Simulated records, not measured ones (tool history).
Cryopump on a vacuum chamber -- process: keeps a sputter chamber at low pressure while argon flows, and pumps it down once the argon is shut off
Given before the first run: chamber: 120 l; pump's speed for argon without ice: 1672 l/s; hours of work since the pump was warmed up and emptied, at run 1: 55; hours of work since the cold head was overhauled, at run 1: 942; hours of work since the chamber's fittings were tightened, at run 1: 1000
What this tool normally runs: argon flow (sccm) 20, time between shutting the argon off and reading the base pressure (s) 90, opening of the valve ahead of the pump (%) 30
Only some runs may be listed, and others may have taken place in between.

| run | hour | argon flow (sccm) | time between shutting the argon off and reading the base pressure (s) | opening of the valve ahead of the pump (%) | hours of work since the pump was warmed up and emptied | hours of work since the cold head was overhauled | hours of work since the chamber's fittings were tightened | pressure while argon flows (Pa) | pressure after the wait (uPa) |
|---|---|---|---|---|---|---|---|---|---|
| 1 | 0.0 | 20 | 90 | 30 | 55 | 942 | 1000 | 0.0681 | 1.57 |
| 2 | 22.7 | 20 | 90 | 30 | 74 | 961 | 1018 | 0.0682 | 1.56 |
| 3 | 66.2 | 20 | 90 | 30 | 109 | 996 | 1053 | 0.0681 | 1.57 |
| 4 | 109.9 | 20 | 90 | 30 | 144 | 1031 | 1089 | 0.0697 | 1.64 |
| 5 | 140.6 | 20 | 90 | 30 | 169 | 1056 | 1114 | 0.0710 | 1.68 |
| 6 | 162.0 | 20 | 245 | 30 | 186 | 1073 | 1131 | 0.0711 | 1.25 |
| 7 | 196.0 | 20 | 90 | 20 | 214 | 1101 | 1158 | 0.1052 | 1.71 |
| 8 | 217.2 | 20 | 63 | 20 | 231 | 1118 | 1176 | 0.1058 | 2.09 |
| 9 | 242.6 | 20 | 90 | 50 | 252 | 1138 | 1196 | 0.0450 | 1.83 |
| 10 | 282.0 | 20 | 90 | 28 | 283 | 1170 | 1228 | 0.0789 | 1.84 |
| 11 | 303.8 | 20 | 90 | 28 | 301 | 1188 | 1246 | 0.0786 | 1.84 |
| 12 | 346.3 | 20 | 90 | 28 | 335 | 1222 | 1280 | 0.0801 | 1.95 |
| 13 | 387.8 | 20 | 30 | 30 | 369 | 1256 | 1314 | 0.0764 | 3.77 |
| 14 | 424.8 | 20 | 30 | 30 | 399 | 1286 | 1343 | 0.0764 | 3.62 |
|  | 435.3 | pump warmed up, emptied and cooled again |
| 15 | 465.7 | 20 | 281 | 30 | 25 | 1315 | 1373 | 0.0678 | 1.21 |
| 16 | 509.4 | 20 | 90 | 44 | 60 | 1350 | 1408 | 0.0476 | 1.74 |
| 17 | 549.7 | 20 | 90 | 30 | 93 | 1383 | 1440 | 0.0690 | 1.78 |
| 18 | 568.9 | 17 | 90 | 30 | 108 | 1398 | 1456 | 0.0595 | 1.75 |
| 19 | 589.2 | 23 | 90 | 30 | 124 | 1415 | 1472 | 0.0796 | 1.83 |
| 20 | 614.2 | 12 | 47 | 30 | 145 | 1435 | 1493 | 0.0424 | 2.60 |
| 21 | 652.3 | 18 | 114 | 30 | 176 | 1466 | 1524 | 0.0645 | 1.75 |
| 22 | 691.3 | 24 | 239 | 43 | 207 | 1497 | 1555 | 0.0612 | 1.49 |
| 23 | 731.0 | 21 | 62 | 44 | 239 | 1529 | 1587 | 0.0534 | 2.38 |
| 24 | 768.2 | 21 | 62 | 44 | 269 | 1560 | 1617 | 0.0557 | 2.49 |
| 25 | 785.9 | 13 | 101 | 22 | 284 | 1574 | 1632 | 0.0642 | 2.05 |
| 26 | 818.9 | 13 | 101 | 22 | 310 | 1601 | 1658 | 0.0648 | 2.07 |
| 27 | 848.0 | 22 | 25 | 42 | 334 | 1624 | 1682 | 0.0620 | 4.23 |
| 28 | 889.9 | 8 | 30 | 21 | 368 | 1658 | 1716 | 0.0414 | 3.93 |
| 29 | 908.4 | 20 | 28 | 30 | 383 | 1673 | 1731 | 0.0769 | 4.07 |
|  | 919.2 | leaking fittings of the chamber tightened, without venting |
|  | 940.3 | pump warmed up, emptied and cooled again |
| 30 | 950.8 | 20 | 28 | 30 | 9 | 1702 | 22 | 0.0675 | 2.75 |
| 31 | 992.3 | 20 | 137 | 30 | 42 | 1735 | 55 | 0.0686 | 0.76 |
| 32 | 1015.8 | 20 | 137 | 30 | 61 | 1754 | 74 | 0.0680 | 0.76 |
| 33 | 1041.3 | 20 | 137 | 30 | 82 | 1775 | 95 | 0.0687 | 0.84 |
| 34 | 1067.0 | 11 | 70 | 23 | 103 | 1796 | 116 | 0.0503 | 1.33 |

Below, each run's measurement less what the same run would have read without the hidden state. Both values contain the same run-to-run variation, but the gauge's scatter may not be the same in both:
Hidden conditions of the tool in this case: pump's speed, % of a pump's without ice; cold plate's temperature, K; leak into the chamber, uPa l/s; drift of the gauge itself on working_pa, %; drift of the gauge itself on base_upa, %.
| run | pressure while argon flows (Pa) | pressure after the wait (uPa) |
|---|---|---|
| 1 | +0.0010 | +0.58 |
| 2 | +0.0013 | +0.59 |
| 3 | +0.0019 | +0.62 |
| 4 | +0.0027 | +0.68 |
| 5 | +0.0033 | +0.73 |
| 6 | +0.0036 | +0.75 |
| 7 | +0.0043 | +0.77 |
| 8 | +0.0048 | +0.81 |
| 9 | +0.0053 | +0.84 |
| 10 | +0.0061 | +0.89 |
| 11 | +0.0067 | +0.92 |
| 12 | +0.0076 | +0.98 |
| 13 | +0.0088 | +1.11 |
| 14 | +0.0099 | +1.11 |
| 15 | +0.0007 | +0.76 |
| 16 | +0.0013 | +0.78 |
| 17 | +0.0019 | +0.83 |
| 18 | +0.0018 | +0.82 |
| 19 | +0.0028 | +0.86 |
| 20 | +0.0018 | +0.89 |
| 21 | +0.0033 | +0.97 |
| 22 | +0.0053 | +0.99 |
| 23 | +0.0055 | +1.07 |
| 24 | +0.0064 | +1.14 |
| 25 | +0.0043 | +1.16 |
| 26 | +0.0047 | +1.22 |
| 27 | +0.0089 | +1.25 |
| 28 | +0.0037 | +1.35 |
| 29 | +0.0097 | +1.37 |
| 30 | +0.0005 | +0.06 |
| 31 | +0.0011 | +0.09 |
| 32 | +0.0014 | +0.10 |
| 33 | +0.0018 | +0.12 |
| 34 | +0.0012 | +0.13 |

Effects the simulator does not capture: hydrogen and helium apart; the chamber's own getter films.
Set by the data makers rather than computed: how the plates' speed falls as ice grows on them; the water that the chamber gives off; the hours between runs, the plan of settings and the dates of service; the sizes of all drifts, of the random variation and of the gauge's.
